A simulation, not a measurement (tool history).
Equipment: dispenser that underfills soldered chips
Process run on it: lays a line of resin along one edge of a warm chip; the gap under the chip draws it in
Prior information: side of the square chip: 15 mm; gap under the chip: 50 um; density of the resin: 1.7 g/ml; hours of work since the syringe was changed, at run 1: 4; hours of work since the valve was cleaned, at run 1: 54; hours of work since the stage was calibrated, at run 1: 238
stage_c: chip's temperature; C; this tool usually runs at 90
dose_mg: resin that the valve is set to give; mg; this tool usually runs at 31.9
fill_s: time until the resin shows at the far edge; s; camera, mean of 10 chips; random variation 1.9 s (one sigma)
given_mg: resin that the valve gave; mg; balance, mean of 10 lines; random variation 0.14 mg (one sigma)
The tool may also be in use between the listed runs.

run	hour	stage_c	dose_mg	hours of work since the syringe was changed	hours of work since the valve was cleaned	hours of work since the stage was calibrated	fill_s	given_mg
1	0.0	90	31.9	4	54	238	238.5	29.84
# hour 10.0: new syringe of resin
2	12.3	90	31.9	2	64	248	214.7	29.78
# hour 24.7: new syringe of resin
3	24.7	90	31.9	0	73	257	201.2	29.40
4	33.3	92	31.9	7	80	264	241.4	29.04
# hour 40.0: new syringe of resin
# hour 42.0: dispensing valve cleaned and set on the balance
5	48.1	90	27.3	6	5	274	255.4	27.21
# hour 56.6: new syringe of resin
6	56.7	95	31.9	0	11	281	162.4	31.46
# hour 71.4: new syringe of resin
7	72.6	95	31.9	1	24	293	168.4	31.21
# hour 86.2: new syringe of resin
8	86.2	95	31.9	0	34	304	161.7	30.90
9	97.4	90	31.9	9	43	312	286.1	30.80
# hour 101.4: new syringe of resin
10	107.5	90	29.6	5	50	320	248.4	27.98
# hour 117.2: new syringe of resin
11	121.1	90	29.6	3	61	330	230.4	28.06
# hour 132.6: new syringe of resin
12	137.3	90	30.2	4	73	343	242.2	28.04
# hour 147.8: new syringe of resin
13	151.3	90	31.9	3	84	354	232.5	29.40
# hour 154.3: dispensing valve cleaned and set on the balance
14	162.8	90	34.0	11	7	362	324.9	33.72
# hour 164.1: new syringe of resin
15	169.6	90	31.9	4	12	367	241.0	31.38
16	177.8	90	31.9	11	18	373	316.0	31.37
# hour 179.2: new syringe of resin
17	189.6	90	31.9	8	27	382	289.3	31.11
# hour 194.1: new syringe of resin
18	202.9	90	31.9	7	37	393	265.4	30.69
# hour 209.7: new syringe of resin
19	210.0	76	31.9	0	43	398	360.8	30.49
# hour 224.3: new syringe of resin
20	224.3	100	41.3	0	54	409	131.5	39.17
21	231.5	77	27.3	6	59	414	443.2	25.62

Run 22 has not been measured yet. What should we expect?
# hour 239.5: new syringe of resin
22	246.3	77	27.3	5	71	426	?	?

For run 22 the tool returned fill_s 451.5 s, given_mg 25.35 mg.
Take away the tool's hidden state, keep the run-to-run variation as it was, and the same run would have given fill_s 331.2 s, given_mg 27.27 mg.
